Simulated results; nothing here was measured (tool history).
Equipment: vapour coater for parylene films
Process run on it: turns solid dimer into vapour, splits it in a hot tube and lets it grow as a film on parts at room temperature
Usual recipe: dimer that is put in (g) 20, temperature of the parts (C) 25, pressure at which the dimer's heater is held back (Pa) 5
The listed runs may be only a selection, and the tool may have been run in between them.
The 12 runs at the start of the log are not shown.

| run | hour | dimer that is put in (g) | temperature of the parts (C) | pressure at which the dimer's heater is held back (Pa) | thickness of the film (nm) |
|---|---|---|---|---|---|
| 13 | 145.4 | 20 | 18 | 5 | 15210 |
| 14 | 159 | 29 | 25 | 5 | 17800 |
| 15 | 167 | 29 | 25 | 5 | 17890 |
| 16 | 174.6 | 29 | 25 | 5 | 17820 |
| 17 | 185 | 29 | 25 | 5 | 17820 |
| 18 | 195.7 | 29 | 25 | 5 | 17900 |
| 19 | 204.2 | 20 | 25 | 10.42 | 10720 |
| 20 | 220.1 | 20 | 25 | 10.42 | 10780 |
| 21 | 237 | 20 | 25 | 10.42 | 10670 |
| 22 | 249 | 14 | 27 | 11.84 | 6930 |
| 23 | 264.2 | 9 | 32 | 8.12 | 4080 |
| 24 | 277.4 | 20 | 25 | 11.18 | 10640 |
| 25 | 293 | 9 | 21 | 3.41 | 6730 |
| 26 | 307.4 | 9 | 21 | 3.41 | 6780 |
| 27 | 317.3 | 24 | 26 | 8.93 | 12870 |
| 28 | 331.2 | 11 | 22 | 9.05 | 6690 |
| 29 | 345.3 | 10 | 21 | 3.05 | 7700 |
| 30 | 361.8 | 32 | 20 | 2.68 | 26170 |
| 31 | 374.7 | 32 | 20 | 2.68 | 25960 |
| 32 | 384.5 | 32 | 32 | 2.82 | 17830 |
| 33 | 393.8 | 32 | 32 | 2.82 | 17870 |
| 34 | 401.1 | 32 | 32 | 2.82 | 17970 |
| 35 | 409 | 32 | 32 | 2.82 | 17930 |
| 36 | 421.7 | 32 | 32 | 2.82 | 17950 |
| 37 | 433.6 | 10 | 34 | 3.56 | 5060 |

What does the tool deliver on the next run?
| 38 | 445.1 | 24 | 27 | 3 | ? |

{"run 38": {"thickness of the film (nm)": 15550}}
On a tool with no hidden condition, and with the same random variation, this run would have come out at thickness of the film (nm) 15220.
